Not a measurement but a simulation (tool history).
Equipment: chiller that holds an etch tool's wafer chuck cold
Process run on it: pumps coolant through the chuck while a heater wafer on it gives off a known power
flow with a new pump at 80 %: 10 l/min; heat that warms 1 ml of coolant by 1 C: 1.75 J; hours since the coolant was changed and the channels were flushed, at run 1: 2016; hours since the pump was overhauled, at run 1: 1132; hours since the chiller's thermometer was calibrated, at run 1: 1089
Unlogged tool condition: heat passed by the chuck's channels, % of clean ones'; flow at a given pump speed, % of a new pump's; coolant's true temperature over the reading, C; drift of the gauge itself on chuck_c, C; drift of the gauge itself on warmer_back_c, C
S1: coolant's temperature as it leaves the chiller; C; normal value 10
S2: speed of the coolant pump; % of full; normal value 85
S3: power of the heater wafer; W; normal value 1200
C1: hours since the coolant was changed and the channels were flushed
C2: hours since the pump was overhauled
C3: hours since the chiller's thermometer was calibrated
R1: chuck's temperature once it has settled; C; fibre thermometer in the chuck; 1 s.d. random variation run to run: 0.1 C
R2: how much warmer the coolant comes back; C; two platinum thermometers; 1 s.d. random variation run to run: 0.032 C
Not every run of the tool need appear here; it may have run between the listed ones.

{"run": 1, "hour": 0.0, "S1": 10, "S2": 85, "S3": 1200, "C1": 2016, "C2": 1132, "C3": 1089, "R1": 18.3, "R2": 3.89}
{"run": 2, "hour": 26.6, "S1": 10, "S2": 85, "S3": 1200, "C1": 2043, "C2": 1158, "C3": 1115, "R1": 18.3, "R2": 3.86}
{"run": 3, "hour": 52.8, "S1": 10, "S2": 85, "S3": 1200, "C1": 2069, "C2": 1185, "C3": 1142, "R1": 18.1, "R2": 3.95}
{"run": 4, "hour": 81.5, "S1": 19, "S2": 85, "S3": 1200, "C1": 2098, "C2": 1213, "C3": 1170, "R1": 27.1, "R2": 3.88}
{"run": 5, "hour": 108.0, "S1": 19, "S2": 85, "S3": 1200, "C1": 2124, "C2": 1240, "C3": 1197, "R1": 26.9, "R2": 3.83}
{"run": 6, "hour": 132.9, "S1": 19, "S2": 61, "S3": 1200, "C1": 2149, "C2": 1265, "C3": 1222, "R1": 28.5, "R2": 5.35}
{"run": 7, "hour": 160.5, "S1": 19, "S2": 61, "S3": 1200, "C1": 2177, "C2": 1292, "C3": 1249, "R1": 28.6, "R2": 5.34}
{"run": 8, "hour": 188.2, "S1": 19, "S2": 61, "S3": 1200, "C1": 2205, "C2": 1320, "C3": 1277, "R1": 28.7, "R2": 5.36}
{"run": 9, "hour": 215.1, "S1": 14, "S2": 88, "S3": 748, "C1": 2231, "C2": 1347, "C3": 1304, "R1": 18.8, "R2": 2.38}
{"run": 10, "hour": 230.6, "S1": 13, "S2": 61, "S3": 954, "C1": 2247, "C2": 1362, "C3": 1319, "R1": 20.8, "R2": 4.29}
{"run": 11, "hour": 261.1, "S1": 1, "S2": 61, "S3": 942, "C1": 2277, "C2": 1393, "C3": 1350, "R1": 8.6, "R2": 4.24}
{"run": 12, "hour": 284.9, "S1": 1, "S2": 61, "S3": 942, "C1": 2301, "C2": 1417, "C3": 1374, "R1": 8.5, "R2": 4.19}
{"run": 13, "hour": 304.6, "S1": 8, "S2": 85, "S3": 633, "C1": 2321, "C2": 1436, "C3": 1393, "R1": 12.4, "R2": 2.02}
{"run": 14, "hour": 318.2, "S1": 8, "S2": 85, "S3": 633, "C1": 2335, "C2": 1450, "C3": 1407, "R1": 12.3, "R2": 2.09}
{"run": 15, "hour": 341.1, "S1": 11, "S2": 79, "S3": 1608, "C1": 2357, "C2": 1473, "C3": 1430, "R1": 22.2, "R2": 5.62}
{"run": 16, "hour": 371.6, "S1": 11, "S2": 79, "S3": 1608, "C1": 2388, "C2": 1503, "C3": 1460, "R1": 22.2, "R2": 5.6}

Below are 3 alternative next runs, each starting from the tool's condition after run 16. Predict each:
{"run": "A", "hour": 402.9, "S1": 13, "S2": 75, "S3": 1291, "C1": 2419, "C2": 1535, "C3": 1492, "R1": "?", "R2": "?"}
{"run": "B", "hour": 402.9, "S1": 13, "S2": 79, "S3": 1608, "C1": 2419, "C2": 1535, "C3": 1492, "R1": "?", "R2": "?"}
{"run": "C", "hour": 402.9, "S1": 6, "S2": 93, "S3": 1608, "C1": 2419, "C2": 1535, "C3": 1492, "R1": "?", "R2": "?"}

run=A R1=22.4 R2=4.74
run=B R1=24.1 R2=5.6
run=C R1=16.4 R2=4.78
Had the tool no hidden state, the same runs would have come out as:
run=A R1=22.4 R2=4.73
run=B R1=24.1 R2=5.6
run=C R1=16.4 R2=4.78

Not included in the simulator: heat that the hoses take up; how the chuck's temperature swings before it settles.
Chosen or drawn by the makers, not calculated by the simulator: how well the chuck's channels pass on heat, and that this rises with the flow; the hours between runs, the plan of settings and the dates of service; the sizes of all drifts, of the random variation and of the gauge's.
